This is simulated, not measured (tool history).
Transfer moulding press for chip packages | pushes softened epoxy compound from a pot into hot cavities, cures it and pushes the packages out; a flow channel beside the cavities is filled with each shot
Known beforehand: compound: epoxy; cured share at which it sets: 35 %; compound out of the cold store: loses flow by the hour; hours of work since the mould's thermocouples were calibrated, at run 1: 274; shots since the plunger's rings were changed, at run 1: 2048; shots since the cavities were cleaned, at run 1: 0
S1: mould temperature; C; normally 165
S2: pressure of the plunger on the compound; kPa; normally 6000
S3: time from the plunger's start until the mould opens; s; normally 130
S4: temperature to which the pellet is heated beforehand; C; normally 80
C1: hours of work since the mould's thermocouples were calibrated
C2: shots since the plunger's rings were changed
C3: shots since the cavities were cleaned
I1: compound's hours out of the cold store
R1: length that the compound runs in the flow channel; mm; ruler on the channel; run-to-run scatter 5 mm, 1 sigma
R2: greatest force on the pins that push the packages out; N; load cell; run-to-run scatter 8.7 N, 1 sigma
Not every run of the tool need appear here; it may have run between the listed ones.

run   hour   S1    S2   S3  S4   C1    C2   C3    I1   R1   R2
  1    0.0  165  6000  130  80  274  2048    0  43.0  634  373
  2   15.8  165  6000  126  80  284  2190  142  45.2  617  482
  3   30.1  165  6000  130  80  293  2318  270  44.2  620  528
  4   42.5  165  6000  130  80  300  2429  381  19.0  689  541
  5   57.3  165  6000  130  80  310  2561  513  32.4  646  600
  6   70.7  165  6000  126  80  318  2681  633  27.8  656  650
      73.3  -- cavities cleaned with cleaning compound and waxed
  7   87.1  165  6000  130  74  327  2814  123  18.2  686  476
  8   95.7  165  6000  130  74  333  2891  200  36.2  642  528
  9  112.5  165  6000  130  74  343  3041  350  21.2  675  555
 10  121.1  165  6000  130  74  348  3119  428  47.2  615  562
 11  132.8  165  6000  130  85  356  3223  532  44.9  609  598
     147.4  -- cavities cleaned with cleaning compound and waxed
 12  147.5  165  6000  130  85  364  3342    2  22.0  677  405
 13  157.3  165  7360  130  80  370  3429   89  32.7  710  447
     168.4  -- plunger's sealing rings changed
 14  173.1  165  6000  130  80  378    43  208  44.8  631  513
 15  181.4  164  6000  163  80  383   117  282  39.1  657  482
 16  188.4  164  6000  163  80  388   180  345  28.7  688  494
 17  199.4  164  6000  163  80  395   279  444  31.5  675  547
 18  210.2  172  6000  123  80  401   375  540  42.8  626  529
 19  218.9  160  5450  123  80  407   452  617  40.2  634  938
     222.5  -- cavities cleaned with cleaning compound and waxed
 20  235.3  164  5760  117  89  416   586  114  39.3  644  531
 21  246.7  172  6000  130  72  423   688  216  22.4  682  441
 22  255.6  172  6000  130  72  429   767  295  10.4  723  467
 23  268.0  172  6000  130  72  436   879  407  31.3  657  496
 24  274.9  165  6000  116  80  441   940  468  44.7  631  690
 25  290.6  173  6000  130  80  450  1081  609  18.2  686  558
     295.1  -- cavities cleaned with cleaning compound and waxed
 26  300.4  165  6000  112  75  456  1155   47  31.3  672  541
 27  309.6  168  6000  134  80  461  1237  129  32.8  651  407
 28  318.5  161  6800  130  85  467  1317  209  15.5  774  658

Each row is a separate what-if for the run after 28, all from the same tool condition, not one after another. Results?
  A  326.8  163  6000  130  72  472  1391  283  19.7   ?   ?
  B  326.8  159  6800  129  88  472  1391  283   8.0   ?   ?
  C  326.8  165  4930  133  80  472  1391  283  18.5   ?   ?
  D  326.8  161  5540  130  85  472  1391  283  30.4   ?   ?

run   R1   R2
  A  720  620
  B  809  865
  C  640  518
  D  649  653
Without the tool's unlogged condition, the same runs would have read:
run   R1   R2
  A  731  430
  B  822  575
  C  650  372
  D  660  446
